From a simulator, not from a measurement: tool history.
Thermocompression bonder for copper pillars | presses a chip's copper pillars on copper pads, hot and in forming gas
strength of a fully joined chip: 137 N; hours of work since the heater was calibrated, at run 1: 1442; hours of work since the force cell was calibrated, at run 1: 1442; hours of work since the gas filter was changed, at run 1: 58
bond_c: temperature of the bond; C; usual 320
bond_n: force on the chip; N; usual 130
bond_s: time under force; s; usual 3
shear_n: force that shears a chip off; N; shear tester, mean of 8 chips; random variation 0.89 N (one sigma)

run     day  bond_c  bond_n  bond_s  hours of work since the heater was calibrated  hours of work since the force cell was calibrated  hours of work since the gas filter was changed  shear_n
  1   0.000     320     130       3                                           1442                                               1442                                              58     71.7
  2   3.904     320     130       3                                           1488                                               1488                                             104     71.2
  3   7.629     320     130       3                                           1532                                               1532                                             148     70.1
  4  10.496     320     109       3                                           1566                                               1566                                             183     62.0
  5  13.671     320     109       3                                           1604                                               1604                                             220     60.4
     16.429  -- forming gas filter changed
  6  16.429     346     130       3                                           1637                                               1637                                               0     91.7
     17.088  -- heater calibrated with a thermocouple chip
     18.679  -- force cell calibrated
  7  20.704     346     130       3                                             42                                                 24                                              49     88.0
  8  22.467     346     130       3                                             63                                                 45                                              70     86.7
  9  25.004     346     130       3                                             93                                                 75                                             100     85.1
 10  27.621     320      84       3                                            124                                                106                                             131     50.4
 11  30.733     320      84       3                                            161                                                143                                             168     50.1
 12  34.458     319     130       3                                            206                                                187                                             212     67.3
 13  36.867     319     130       3                                            234                                                216                                             241     68.1
     37.675  -- forming gas filter changed
 14  40.254     319     130       4                                            274                                                256                                              31     79.0
 15  42.788     319     122       2                                            304                                                286                                              61     59.5
 16  46.067     320     130       2                                            343                                                325                                             100     61.8
 17  48.275     298     153       3                                            369                                                351                                             126     64.9
 18  52.479     298     153       3                                            419                                                401                                             176     64.3
 19  55.892     320     137       3                                            460                                                442                                             216     70.6
 20  57.854     311     137       9                                            483                                                465                                             240     91.2
     59.004  -- forming gas filter changed
 21  60.967     320     122       2                                            520                                                502                                              23     59.9
 22  64.138     339     154       2                                            557                                                539                                              61     86.1
 23  66.008     337     122       2                                            580                                                562                                              83     67.9
 24  69.475     337     122       2                                            621                                                603                                             124     67.5
 25  72.254     320     115       3                                            654                                                636                                             157     65.6
 26  74.725     320     115       3                                            683                                                665                                             187     64.2

Some steps in shear_n between neighbouring runs. How much of each would the tool show without its hidden state too (settings, what came in, random variation), and how much is left for the hidden state, with any gauge scatter that isn't in both results?
The hidden state here: true temperature of the bond over the reading, C; force that reaches the chip, % of what is set; oxide that the forming gas leaves, % of the face; drift of the gauge itself on shear_n, %.
Run 5 -> 6: bond_c 320 -> 346, bond_n 109 -> 130, forming gas filter changed. shear_n +31.3 N: hidden state +4.6, all else +26.7.
Run 9 -> 10: bond_c 346 -> 320, bond_n 130 -> 84. shear_n -34.7 N: hidden state +0.7, all else -35.4.
Run 20 -> 21: bond_c 311 -> 320, bond_n 137 -> 122, bond_s 9 -> 2, forming gas filter changed. shear_n -31.3 N: hidden state +6.6, all else -37.9.
